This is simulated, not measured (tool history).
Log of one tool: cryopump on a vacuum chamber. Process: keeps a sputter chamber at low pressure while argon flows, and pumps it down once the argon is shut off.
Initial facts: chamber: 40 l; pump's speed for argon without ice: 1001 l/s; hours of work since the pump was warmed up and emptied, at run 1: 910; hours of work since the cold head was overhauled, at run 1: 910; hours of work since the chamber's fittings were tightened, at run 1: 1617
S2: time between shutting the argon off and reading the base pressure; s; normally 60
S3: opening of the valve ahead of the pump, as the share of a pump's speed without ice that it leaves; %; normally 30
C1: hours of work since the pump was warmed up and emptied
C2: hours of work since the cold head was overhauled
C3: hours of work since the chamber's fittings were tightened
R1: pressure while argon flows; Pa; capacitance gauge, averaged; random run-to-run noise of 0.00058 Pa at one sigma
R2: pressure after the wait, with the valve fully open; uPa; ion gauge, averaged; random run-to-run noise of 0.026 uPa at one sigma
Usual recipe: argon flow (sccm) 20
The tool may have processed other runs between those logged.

Run 1, hour 0: usual settings; C1 910; C2 910; C3 1617. Result: R1 0.1173 Pa, R2 3.35 uPa.
Run 2, hour 77.3: usual settings; C1 947; C2 947; C3 1654. Result: R1 0.1179 Pa, R2 3.58 uPa.
Run 3, hour 154.6: usual settings but S2 114 s; C1 984; C2 984; C3 1691. Result: R1 0.117 Pa, R2 3.15 uPa.
At hour 183.7: pump warmed up, emptied and cooled again.
Run 4, hour 235.8: usual settings but S2 114 s; C1 25; C2 1020; C3 1727. Result: R1 0.113 Pa, R2 2.87 uPa.
Run 5, hour 306.3: usual settings but S2 114 s; C1 59; C2 1054; C3 1761. Result: R1 0.1134 Pa, R2 2.9 uPa.
Run 6, hour 375.4: usual settings; C1 92; C2 1087; C3 1794. Result: R1 0.1133 Pa, R2 3.5 uPa.
Run 7, hour 471.7: usual settings; C1 138; C2 1133; C3 1840. Result: R1 0.1135 Pa, R2 3.41 uPa.
Run 8, hour 534.4: usual settings; C1 168; C2 1163; C3 1870. Result: R1 0.1143 Pa, R2 3.52 uPa.
Run 9, hour 630.5: usual settings; C1 213; C2 1209; C3 1916. Result: R1 0.1133 Pa, R2 3.52 uPa.
Run 10, hour 680.8: usual settings; C1 237; C2 1233; C3 1940. Result: R1 0.1148 Pa, R2 3.62 uPa.
Run 11, hour 768.1: usual settings; C1 279; C2 1274; C3 1981. Result: R1 0.1146 Pa, R2 3.7 uPa.
Run 12, hour 815.6: usual settings; C1 302; C2 1297; C3 2004. Result: R1 0.1147 Pa, R2 3.76 uPa.
Run 13, hour 883.3: usual settings but S3 21 %; C1 334; C2 1329; C3 2036. Result: R1 0.163 Pa, R2 3.68 uPa.
Run 14, hour 971.2: usual settings but S3 21 %; C1 376; C2 1371; C3 2078. Result: R1 0.163 Pa, R2 3.83 uPa.
Run 15, hour 1052.3: usual settings but S2 113 s, S3 21 %; C1 415; C2 1410; C3 2117. Result: R1 0.1647 Pa, R2 3.39 uPa.
Run 16, hour 1111.3: usual settings but S2 113 s, S3 21 %; C1 443; C2 1438; C3 2145. Result: R1 0.1639 Pa, R2 3.57 uPa.
Run 17, hour 1159.7: usual settings but S2 90 s, S3 21 %; C1 466; C2 1461; C3 2169. Result: R1 0.1637 Pa, R2 3.65 uPa.
At hour 1167.7: leaking fittings of the chamber tightened, without venting.
Run 18, hour 1228.6: usual settings but argon flow (sccm) 13, S2 47 s, S3 49 %; C1 498; C2 1493; C3 29. Result: R1 0.0459 Pa, R2 1.48 uPa.
Run 19, hour 1328: usual settings but argon flow (sccm) 34, S2 47 s, S3 45 %; C1 546; C2 1541; C3 77. Result: R1 0.1333 Pa, R2 1.55 uPa.
Run 20, hour 1397.4: usual settings but argon flow (sccm) 34, S2 47 s, S3 45 %; C1 579; C2 1574; C3 110. Result: R1 0.1334 Pa, R2 1.56 uPa.
Run 21, hour 1484.6: usual settings but argon flow (sccm) 13, S2 47 s, S3 22 %; C1 621; C2 1616; C3 151. Result: R1 0.1022 Pa, R2 1.63 uPa.
Run 22, hour 1542.4: usual settings but argon flow (sccm) 13, S2 47 s, S3 22 %; C1 648; C2 1643; C3 179. Result: R1 0.1032 Pa, R2 1.63 uPa.
Run 23, hour 1605.2: usual settings but argon flow (sccm) 23, S2 39 s, S3 45 %; C1 678; C2 1673; C3 209. Result: R1 0.0912 Pa, R2 1.97 uPa.
Run 24, hour 1673.3: usual settings but argon flow (sccm) 17, S3 31 %; C1 711; C2 1706; C3 242. Result: R1 0.0967 Pa, R2 1.57 uPa.
Run 25, hour 1753.1: usual settings but argon flow (sccm) 17, S3 22 %; C1 749; C2 1744; C3 280. Result: R1 0.1341 Pa, R2 1.62 uPa.
Run 26, hour 1798: usual settings but argon flow (sccm) 17, S3 22 %; C1 770; C2 1765; C3 301. Result: R1 0.1346 Pa, R2 1.58 uPa.
Run 27, hour 1887.4: usual settings but argon flow (sccm) 11, S2 156 s, S3 32 %; C1 813; C2 1808; C3 344. Result: R1 0.0618 Pa, R2 1.13 uPa.
Run 28, hour 1944.2: usual settings but S2 39 s, S3 25 %; C1 840; C2 1835; C3 371. Result: R1 0.1405 Pa, R2 2.11 uPa.
Run 29, hour 1994.1: usual settings but argon flow (sccm) 14, S3 59 %; C1 864; C2 1859; C3 395. Result: R1 0.044 Pa, R2 1.85 uPa.
Run 30, hour 2055: usual settings but argon flow (sccm) 14; C1 893; C2 1888; C3 424. Result: R1 0.0825 Pa, R2 1.82 uPa.
Run 31, hour 2135.4: usual settings but argon flow (sccm) 35, S2 34 s, S3 57 %; C1 932; C2 1927; C3 462. Result: R1 0.1136 Pa, R2 2.56 uPa.
Run 32, hour 2177.1: usual settings but argon flow (sccm) 35, S2 34 s, S3 57 %; C1 951; C2 1947; C3 482. Result: R1 0.1138 Pa, R2 2.53 uPa.
At hour 2275.3: pump warmed up, emptied and cooled again.
Run 33, hour 2275.3: usual settings but argon flow (sccm) 35, S2 34 s, S3 57 %; C1 0; C2 1991; C3 527. Result: R1 0.1056 Pa, R2 2.46 uPa.
Run 34, hour 2347.7: usual settings but argon flow (sccm) 35, S2 34 s, S3 57 %; C1 35; C2 2026; C3 561. Result: R1 0.106 Pa, R2 2.44 uPa.

A few steps of R1 between consecutive runs. Split each: what settings, incoming material and random variation would produce without the hidden state, and what is left over for the hidden state, along with gauge scatter present in only one of the two compared results (measured, and without hidden state):
Unlogged tool condition in this case: pump's speed, % of a pump's without ice; cold plate's temperature, K; leak into the chamber, uPa l/s; drift of the gauge itself on working_pa, %; drift of the gauge itself on base_upa, %.
Run 3 -> 4: pump warmed up, emptied and cooled again. R1 -0.004 Pa: hidden state -0.0052, all else +0.0012.
Run 17 -> 18: argon flow (sccm) 20 -> 13, S2 90 -> 47, S3 21 -> 49, leaking fittings of the chamber tightened, without venting. R1 -0.1178 Pa: hidden state -0.0008, all else -0.117.
Run 18 -> 19: argon flow (sccm) 13 -> 34, S3 49 -> 45. R1 +0.0874 Pa: hidden state +0.0038, all else +0.0836.
Run 28 -> 29: argon flow (sccm) 20 -> 14, S2 39 -> 60, S3 25 -> 59. R1 -0.0965 Pa: hidden state -0.0015, all else -0.095.
Run 30 -> 31: argon flow (sccm) 14 -> 35, S2 60 -> 34, S3 30 -> 57. R1 +0.0311 Pa: hidden state +0.0064, all else +0.0247.
Run 32 -> 33: pump warmed up, emptied and cooled again. R1 -0.0082 Pa: hidden state -0.0095, all else +0.0013.
